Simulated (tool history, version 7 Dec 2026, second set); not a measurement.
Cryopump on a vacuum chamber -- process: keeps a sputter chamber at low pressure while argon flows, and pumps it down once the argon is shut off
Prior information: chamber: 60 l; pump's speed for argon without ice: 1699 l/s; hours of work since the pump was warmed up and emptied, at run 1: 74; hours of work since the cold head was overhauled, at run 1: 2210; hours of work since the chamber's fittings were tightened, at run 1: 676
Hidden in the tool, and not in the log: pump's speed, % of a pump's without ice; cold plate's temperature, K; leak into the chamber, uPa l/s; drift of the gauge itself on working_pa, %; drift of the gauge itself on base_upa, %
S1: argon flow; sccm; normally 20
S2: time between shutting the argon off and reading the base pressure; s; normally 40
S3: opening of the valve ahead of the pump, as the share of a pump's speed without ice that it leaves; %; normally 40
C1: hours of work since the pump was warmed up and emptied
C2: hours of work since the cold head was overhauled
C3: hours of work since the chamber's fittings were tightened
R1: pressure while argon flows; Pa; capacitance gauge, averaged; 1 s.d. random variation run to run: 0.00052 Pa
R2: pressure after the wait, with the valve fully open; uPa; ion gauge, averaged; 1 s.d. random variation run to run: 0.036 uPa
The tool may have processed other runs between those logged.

run 1 day=0 | S1=20 S2=40 S3=40 | C1=74 C2=2210 C3=676 | R1=0.0508 R2=2.76
run 2 day=3.342 | S1=20 S2=40 S3=40 | C1=144 C2=2280 C3=746 | R1=0.0511 R2=2.9
run 3 day=5.233 | S1=15 S2=40 S3=40 | C1=183 C2=2320 C3=785 | R1=0.0381 R2=2.94
run 4 day=6.917 | S1=15 S2=67 S3=40 | C1=219 C2=2355 C3=821 | R1=0.0388 R2=2.3
run 5 day=8.683 | S1=15 S2=67 S3=40 | C1=256 C2=2392 C3=858 | R1=0.037 R2=2.37
run 6 day=11.012 | S1=15 S2=155 S3=40 | C1=304 C2=2441 C3=906 | R1=0.0392 R2=1.82
run 7 day=13.717 | S1=20 S2=40 S3=40 | C1=361 C2=2497 C3=963 | R1=0.0519 R2=3.19
run 8 day=15.933 | S1=25 S2=40 S3=40 | C1=407 C2=2544 C3=1010 | R1=0.0638 R2=3.25
run 9 day=19.4 | S1=25 S2=40 S3=56 | C1=480 C2=2616 C3=1082 | R1=0.0476 R2=3.4
run 10 day=22.771 | S1=25 S2=89 S3=56 | C1=551 C2=2687 C3=1153 | R1=0.0479 R2=2.49
run 11 day=25.138 | S1=25 S2=89 S3=56 | C1=600 C2=2736 C3=1202 | R1=0.0477 R2=2.59
run 12 day=28.892 | S1=25 S2=89 S3=56 | C1=679 C2=2815 C3=1281 | R1=0.0473 R2=2.66
run 13 day=31.988 | S1=25 S2=89 S3=22 | C1=743 C2=2880 C3=1346 | R1=0.1177 R2=2.85
run 14 day=35.746 | S1=15 S2=299 S3=28 | C1=822 C2=2958 C3=1424 | R1=0.0549 R2=2.39
run 15 day=37.583 | S1=10 S2=117 S3=18 | C1=861 C2=2997 C3=1463 | R1=0.0574 R2=2.83
run 16 day=39.871 | S1=10 S2=117 S3=18 | C1=908 C2=3045 C3=1511 | R1=0.0572 R2=2.92
run 17 day=41.796 | S1=10 S2=117 S3=39 | C1=949 C2=3085 C3=1551 | R1=0.0281 R2=3.06
-- day=43.838 pump warmed up, emptied and cooled again
run 18 day=44.671 | S1=22 S2=188 S3=22 | C1=17 C2=3141 C3=1607 | R1=0.1004 R2=2.35
run 19 day=48.379 | S1=22 S2=188 S3=22 | C1=95 C2=3219 C3=1684 | R1=0.1 R2=2.54
run 20 day=50.708 | S1=22 S2=188 S3=22 | C1=144 C2=3267 C3=1733 | R1=0.1009 R2=2.59
run 21 day=54.15 | S1=27 S2=112 S3=21 | C1=216 C2=3339 C3=1805 | R1=0.1297 R2=3.02
run 22 day=56.017 | S1=20 S2=40 S3=23 | C1=255 C2=3378 C3=1844 | R1=0.0872 R2=4.21
run 23 day=58.346 | S1=11 S2=89 S3=20 | C1=304 C2=3427 C3=1893 | R1=0.0552 R2=3.4
run 24 day=61.088 | S1=9 S2=40 S3=40 | C1=361 C2=3485 C3=1950 | R1=0.0229 R2=4.31
run 25 day=62.683 | S1=9 S2=40 S3=40 | C1=394 C2=3518 C3=1984 | R1=0.0235 R2=4.42

Below are 5 alternative next runs, each starting from the tool's condition after run 25. Predict each:
run A day=66.079 | S1=34 S2=40 S3=36 | C1=466 C2=3589 C3=2055 | R1=? R2=?
run B day=66.079 | S1=9 S2=164 S3=40 | C1=466 C2=3589 C3=2055 | R1=? R2=?
run C day=66.079 | S1=30 S2=40 S3=15 | C1=466 C2=3589 C3=2055 | R1=? R2=?
run D day=66.079 | S1=36 S2=46 S3=40 | C1=466 C2=3589 C3=2055 | R1=? R2=?
run E day=66.079 | S1=9 S2=40 S3=55 | C1=466 C2=3589 C3=2055 | R1=? R2=?

run=A R1=0.0971 R2=4.69
run=B R1=0.0238 R2=3.25
run=C R1=0.2025 R2=4.68
run=D R1=0.093 R2=4.35
run=E R1=0.0165 R2=4.71
Take away the tool's hidden state, keep each run's random variation, and the runs would have read:
run=A R1=0.0932 R2=1.99
run=B R1=0.0228 R2=0.62
run=C R1=0.199 R2=2
run=D R1=0.0889 R2=1.71
run=E R1=0.0155 R2=2.03
